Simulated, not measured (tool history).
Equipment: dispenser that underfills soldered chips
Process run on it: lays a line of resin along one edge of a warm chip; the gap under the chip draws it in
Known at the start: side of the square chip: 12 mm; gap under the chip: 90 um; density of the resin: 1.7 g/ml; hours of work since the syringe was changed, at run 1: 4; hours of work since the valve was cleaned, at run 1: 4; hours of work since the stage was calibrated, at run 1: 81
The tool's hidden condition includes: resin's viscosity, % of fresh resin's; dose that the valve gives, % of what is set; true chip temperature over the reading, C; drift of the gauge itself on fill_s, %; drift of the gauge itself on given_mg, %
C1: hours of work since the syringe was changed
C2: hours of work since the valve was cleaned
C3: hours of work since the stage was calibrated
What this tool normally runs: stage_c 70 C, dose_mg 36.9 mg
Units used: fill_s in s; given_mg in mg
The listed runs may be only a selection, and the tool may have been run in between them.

Run 1, hour 0.0: usual settings; C1 4; C2 4; C3 81. Result: fill_s 95.9 s, given_mg 36.97 mg.
At hour 4.0: new syringe of resin.
Run 2, hour 5.5: usual settings but dose_mg 36.4 mg; C1 1; C2 8; C3 84. Result: fill_s 77.8 s, given_mg 35.94 mg.
Run 3, hour 8.2: usual settings but dose_mg 36.4 mg; C1 3; C2 10; C3 86. Result: fill_s 88.4 s, given_mg 35.85 mg.
At hour 14.5: new syringe of resin.
Run 4, hour 14.7: usual settings but dose_mg 36.4 mg; C1 0; C2 14; C3 90. Result: fill_s 74.9 s, given_mg 36.22 mg.
Run 5, hour 21.0: usual settings but dose_mg 36.2 mg; C1 4; C2 18; C3 95. Result: fill_s 94.8 s, given_mg 35.58 mg.
At hour 25.3: new syringe of resin.
Run 6, hour 26.7: usual settings but dose_mg 36.2 mg; C1 1; C2 22; C3 98. Result: fill_s 77.3 s, given_mg 35.47 mg.
Run 7, hour 33.0: usual settings but dose_mg 42.3 mg; C1 5; C2 26; C3 102. Result: fill_s 97.2 s, given_mg 41.53 mg.
At hour 36.1: new syringe of resin.
Run 8, hour 36.6: usual settings; C1 0; C2 28; C3 105. Result: fill_s 76.6 s, given_mg 36.11 mg.
Run 9, hour 39.2: usual settings but dose_mg 43.7 mg; C1 2; C2 30; C3 106. Result: fill_s 82.8 s, given_mg 42.42 mg.
Run 10, hour 45.1: usual settings but stage_c 73 C; C1 6; C2 34; C3 110. Result: fill_s 92.6 s, given_mg 36.00 mg.
At hour 46.6: new syringe of resin.
Run 11, hour 50.9: usual settings but stage_c 73 C; C1 3; C2 37; C3 114. Result: fill_s 77.5 s, given_mg 35.93 mg.
Run 12, hour 53.5: usual settings but stage_c 73 C; C1 5; C2 39; C3 116. Result: fill_s 87.7 s, given_mg 35.68 mg.
At hour 57.4: new syringe of resin.
Run 13, hour 59.0: usual settings but stage_c 73 C; C1 1; C2 43; C3 119. Result: fill_s 68.8 s, given_mg 35.46 mg.
Run 14, hour 64.9: usual settings but stage_c 84 C, dose_mg 43.4 mg; C1 5; C2 47; C3 123. Result: fill_s 56.2 s, given_mg 41.87 mg.
At hour 68.0: new syringe of resin.
Run 15, hour 69.7: usual settings but stage_c 62 C, dose_mg 42.0 mg; C1 1; C2 50; C3 126. Result: fill_s 111.4 s, given_mg 40.15 mg.
Run 16, hour 74.3: usual settings but stage_c 83 C, dose_mg 33.6 mg; C1 4; C2 53; C3 129. Result: fill_s 58.3 s, given_mg 32.11 mg.
At hour 78.8: new syringe of resin.
Run 17, hour 79.7: usual settings but stage_c 56 C, dose_mg 35.3 mg; C1 1; C2 56; C3 133. Result: fill_s 142.6 s, given_mg 33.35 mg.
Run 18, hour 83.1: usual settings but stage_c 73 C, dose_mg 45.3 mg; C1 3; C2 58; C3 135. Result: fill_s 78.2 s, given_mg 43.14 mg.
Run 19, hour 85.8: usual settings but stage_c 64 C; C1 5; C2 60; C3 137. Result: fill_s 128.8 s, given_mg 34.75 mg.
At hour 89.2: new syringe of resin.
Run 20, hour 90.3: usual settings but stage_c 62 C, dose_mg 43.5 mg; C1 1; C2 63; C3 139. Result: fill_s 105.9 s, given_mg 41.01 mg.
Run 21, hour 94.1: usual settings but stage_c 56 C, dose_mg 36.5 mg; C1 3; C2 65; C3 142. Result: fill_s 163.2 s, given_mg 34.35 mg.
Run 22, hour 98.6: usual settings but stage_c 71 C, dose_mg 32.9 mg; C1 6; C2 68; C3 145. Result: fill_s 105.2 s, given_mg 30.98 mg.

For each entry between runs, how does the tool's hidden state at the last listed run before it compare with that at the first listed run after it?
Logged between run 1 and run 2: new syringe of resin (hour 4.0)
  resin's viscosity, % of fresh resin's: 128.2 -> 106.1; dose that the valve gives, % of what is set: 99.86 -> 99.53; true chip temperature over the reading, C: -0.66 -> -0.67
  measured minus no-state result, fill_s: +23.1 -> +6.4 s; given_mg: -0.05 -> -0.18 mg
Logged between run 3 and run 4: new syringe of resin (hour 14.5)
  resin's viscosity, % of fresh resin's: 117.8 -> 100.5; dose that the valve gives, % of what is set: 99.36 -> 98.98; true chip temperature over the reading, C: -0.67 -> -0.68
  measured minus no-state result, fill_s: +15.4 -> +2.5 s; given_mg: -0.23 -> -0.38 mg
Logged between run 5 and run 6: new syringe of resin (hour 25.3)
  resin's viscosity, % of fresh resin's: 127.8 -> 105.2; dose that the valve gives, % of what is set: 98.61 -> 98.31; true chip temperature over the reading, C: -0.69 -> -0.7
  measured minus no-state result, fill_s: +22.7 -> +6.1 s; given_mg: -0.50 -> -0.61 mg
Logged between run 7 and run 8: new syringe of resin (hour 36.1)
  resin's viscosity, % of fresh resin's: 134 -> 101.1; dose that the valve gives, % of what is set: 97.91 -> 97.73; true chip temperature over the reading, C: -0.71 -> -0.72
  measured minus no-state result, fill_s: +26.8 -> +3.2 s; given_mg: -0.88 -> -0.84 mg
Logged between run 10 and run 11: new syringe of resin (hour 46.6)
  resin's viscosity, % of fresh resin's: 140 -> 117.7; dose that the valve gives, % of what is set: 97.23 -> 96.87; true chip temperature over the reading, C: -0.74 -> -0.75
  measured minus no-state result, fill_s: +28.5 -> +13.8 s; given_mg: -1.02 -> -1.16 mg
Logged between run 12 and run 13: new syringe of resin (hour 57.4)
  resin's viscosity, % of fresh resin's: 130.1 -> 107.2; dose that the valve gives, % of what is set: 96.7 -> 96.35; true chip temperature over the reading, C: -0.75 -> -0.76
  measured minus no-state result, fill_s: +22.4 -> +6.8 s; given_mg: -1.21 -> -1.34 mg
Logged between run 14 and run 15: new syringe of resin (hour 68.0)
  resin's viscosity, % of fresh resin's: 134.4 -> 107.3; dose that the valve gives, % of what is set: 95.99 -> 95.73; true chip temperature over the reading, C: -0.77 -> -0.78
  measured minus no-state result, fill_s: +15.8 -> +11.1 s; given_mg: -1.75 -> -1.79 mg
Logged between run 16 and run 17: new syringe of resin (hour 78.8)
  resin's viscosity, % of fresh resin's: 128 -> 104.6; dose that the valve gives, % of what is set: 95.45 -> 95.11; true chip temperature over the reading, C: -0.79 -> -0.8
  measured minus no-state result, fill_s: +14.4 -> +11.9 s; given_mg: -1.53 -> -1.73 mg
Logged between run 19 and run 20: new syringe of resin (hour 89.2)
  resin's viscosity, % of fresh resin's: 132 -> 103.8; dose that the valve gives, % of what is set: 94.76 -> 94.51; true chip temperature over the reading, C: -0.81 -> -0.82
  measured minus no-state result, fill_s: +35.0 -> +7.7 s; given_mg: -1.93 -> -2.38 mg
